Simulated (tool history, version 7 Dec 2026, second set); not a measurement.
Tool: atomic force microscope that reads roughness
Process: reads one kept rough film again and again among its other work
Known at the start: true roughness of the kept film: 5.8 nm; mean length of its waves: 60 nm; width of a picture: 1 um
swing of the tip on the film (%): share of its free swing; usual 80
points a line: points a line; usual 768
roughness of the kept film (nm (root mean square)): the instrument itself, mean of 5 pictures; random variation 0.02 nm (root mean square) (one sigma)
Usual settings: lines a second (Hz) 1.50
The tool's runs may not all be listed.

run	hour	lines a second (Hz)	swing of the tip on the film (%)	points a line	roughness of the kept film (nm (root mean square))
1	0.0	1.50	80	768	4.634
# hour 5.5: new tip fitted
2	35.8	1.50	80	768	4.806
3	57.7	1.50	64	768	5.046
4	95.6	1.50	80	484	4.552
# hour 99.6: new tip fitted
5	119.3	1.50	80	444	4.820
6	136.5	1.50	80	444	4.755
7	163.7	1.50	80	768	4.650
# hour 191.2: new tip fitted
8	202.1	1.50	80	768	4.853
9	233.2	1.50	80	768	4.785

Forecast run 10:
10	269.7	2.99	85	768	?

roughness of the kept film (nm (root mean square)): 3.838
Without the tool's hidden state the same run would have given roughness of the kept film (nm (root mean square)) 4.083.
